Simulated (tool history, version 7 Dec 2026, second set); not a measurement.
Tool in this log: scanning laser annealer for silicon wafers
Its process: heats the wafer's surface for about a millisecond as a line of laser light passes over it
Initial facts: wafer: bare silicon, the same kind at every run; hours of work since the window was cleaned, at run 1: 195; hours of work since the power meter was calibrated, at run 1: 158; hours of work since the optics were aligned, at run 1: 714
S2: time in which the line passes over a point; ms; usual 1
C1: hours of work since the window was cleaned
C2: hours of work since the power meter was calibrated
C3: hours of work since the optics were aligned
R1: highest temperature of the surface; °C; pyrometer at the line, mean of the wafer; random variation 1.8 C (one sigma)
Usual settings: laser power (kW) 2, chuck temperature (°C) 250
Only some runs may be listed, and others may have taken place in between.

Run 1, day 0: usual settings; C1 195; C2 158; C3 714. Result: R1 1009 °C.
Run 2, day 0.725: usual settings; C1 202; C2 165; C3 721. Result: R1 1007 °C.
Run 3, day 1.333: usual settings; C1 208; C2 171; C3 727. Result: R1 1008 °C.
Run 4, day 1.783: usual settings; C1 213; C2 175; C3 731. Result: R1 1008 °C.
Run 5, day 2.492: usual settings; C1 220; C2 182; C3 738. Result: R1 1005 °C.
At day 2.858: optics aligned, line set to its width.
Run 6, day 3.05: usual settings; C1 223; C2 185; C3 2. Result: R1 1013 °C.
Run 7, day 3.642: usual settings; C1 229; C2 191; C3 8. Result: R1 1015 °C.
Run 8, day 4.283: usual settings; C1 235; C2 197; C3 14. Result: R1 1012 °C.
Run 9, day 4.683: usual settings; C1 239; C2 201; C3 18. Result: R1 1014 °C.
Run 10, day 5.196: usual settings; C1 244; C2 206; C3 23. Result: R1 1013 °C.
Run 11, day 5.888: usual settings but laser power (kW) 1.982; C1 250; C2 213; C3 29. Result: R1 1004 °C.
Run 12, day 6.458: usual settings; C1 256; C2 218; C3 35. Result: R1 1013 °C.
Run 13, day 6.775: usual settings; C1 259; C2 221; C3 38. Result: R1 1009 °C.
Run 14, day 7.346: usual settings; C1 264; C2 227; C3 43. Result: R1 1011 °C.
Run 15, day 7.8: usual settings; C1 269; C2 231; C3 48. Result: R1 1009 °C.
Run 16, day 8.171: usual settings; C1 272; C2 235; C3 51. Result: R1 1006 °C.
Run 17, day 8.721: usual settings but laser power (kW) 1.899; C1 278; C2 240; C3 57. Result: R1 964 °C.
Run 18, day 9.3: usual settings but laser power (kW) 1.899; C1 283; C2 246; C3 62. Result: R1 963 °C.
Run 19, day 9.654: usual settings but laser power (kW) 1.899; C1 287; C2 249; C3 66. Result: R1 961 °C.
Run 20, day 10.275: usual settings but laser power (kW) 1.899; C1 293; C2 255; C3 72. Result: R1 964 °C.
Run 21, day 10.896: usual settings but laser power (kW) 2.184, S2 1.06 ms, chuck temperature (°C) 227; C1 299; C2 261; C3 78. Result: R1 1094 °C.
Run 22, day 11.262: usual settings but laser power (kW) 2.184, S2 1.06 ms, chuck temperature (°C) 227; C1 302; C2 265; C3 81. Result: R1 1093 °C.
Run 23, day 11.85: usual settings but laser power (kW) 2.184, S2 1.06 ms, chuck temperature (°C) 227; C1 308; C2 270; C3 87. Result: R1 1096 °C.
Run 24, day 12.212: usual settings but laser power (kW) 2.184, S2 1.06 ms, chuck temperature (°C) 227; C1 312; C2 274; C3 90. Result: R1 1094 °C.
Run 25, day 12.85: usual settings but laser power (kW) 2.184, S2 1.06 ms, chuck temperature (°C) 227; C1 318; C2 280; C3 97. Result: R1 1093 °C.
Run 26, day 13.554: usual settings but laser power (kW) 2.152, S2 1.21 ms, chuck temperature (°C) 238; C1 324; C2 287; C3 103. Result: R1 1154 °C.
Run 27, day 14.071: usual settings but laser power (kW) 2.087, S2 0.72 ms, chuck temperature (°C) 222; C1 329; C2 292; C3 108. Result: R1 885 °C.
Run 28, day 14.446: usual settings but laser power (kW) 2.163, S2 0.9 ms, chuck temperature (°C) 222; C1 333; C2 295; C3 112. Result: R1 1003 °C.
Run 29, day 15.167: usual settings but laser power (kW) 2.163, S2 0.9 ms, chuck temperature (°C) 222; C1 340; C2 302; C3 119. Result: R1 1001 °C.
Run 30, day 15.65: usual settings but laser power (kW) 2.163, S2 0.9 ms, chuck temperature (°C) 222; C1 345; C2 307; C3 124. Result: R1 1007 °C.
Run 31, day 16.3: usual settings but laser power (kW) 2.163, S2 0.9 ms, chuck temperature (°C) 222; C1 351; C2 313; C3 130. Result: R1 999 °C.
Run 32, day 16.846: usual settings but laser power (kW) 2.163, S2 0.9 ms, chuck temperature (°C) 222; C1 356; C2 319; C3 135. Result: R1 1002 °C.
Run 33, day 17.204: usual settings but laser power (kW) 2.163, S2 0.9 ms, chuck temperature (°C) 222; C1 360; C2 322; C3 139. Result: R1 999 °C.
Run 34, day 17.504: usual settings but chuck temperature (°C) 225; C1 363; C2 325; C3 142. Result: R1 973 °C.
Run 35, day 17.812: usual settings but laser power (kW) 2.156, S2 1.18 ms, chuck temperature (°C) 289; C1 366; C2 328; C3 145. Result: R1 1188 °C.
Run 36, day 18.346: usual settings but laser power (kW) 2.156, S2 1.18 ms, chuck temperature (°C) 275; C1 371; C2 333; C3 150. Result: R1 1172 °C.
Run 37, day 18.95: usual settings but S2 0.8 ms, chuck temperature (°C) 248; C1 377; C2 339; C3 156. Result: R1 910 °C.
Run 38, day 19.425: usual settings but S2 0.8 ms, chuck temperature (°C) 248; C1 381; C2 344; C3 160. Result: R1 912 °C.
Run 39, day 19.792: usual settings but laser power (kW) 1.932, chuck temperature (°C) 239; C1 385; C2 347; C3 164. Result: R1 955 °C.
Run 40, day 20.146: usual settings but laser power (kW) 1.932, S2 0.92 ms, chuck temperature (°C) 232; C1 388; C2 351; C3 167. Result: R1 919 °C.

Here are 3 independent what-if runs from the current tool condition. What would each one return?
Run A, day 20.496: usual settings but laser power (kW) 1.712, S2 1.12 ms, chuck temperature (°C) 248; C1 392; C2 354; C3 171. Result: R1 ?.
Run B, day 20.496: usual settings but laser power (kW) 2.155, S2 0.84 ms; C1 392; C2 354; C3 171. Result: R1 ?.
Run C, day 20.496: usual settings but laser power (kW) 1.932, S2 0.75 ms, chuck temperature (°C) 232; C1 392; C2 354; C3 171. Result: R1 ?.

run   R1
  A  908
  B  993
  C  845
Take away the tool's hidden state, keep each run's random variation, and the runs would have read:
run    R1
  A   940
  B  1029
  C   875
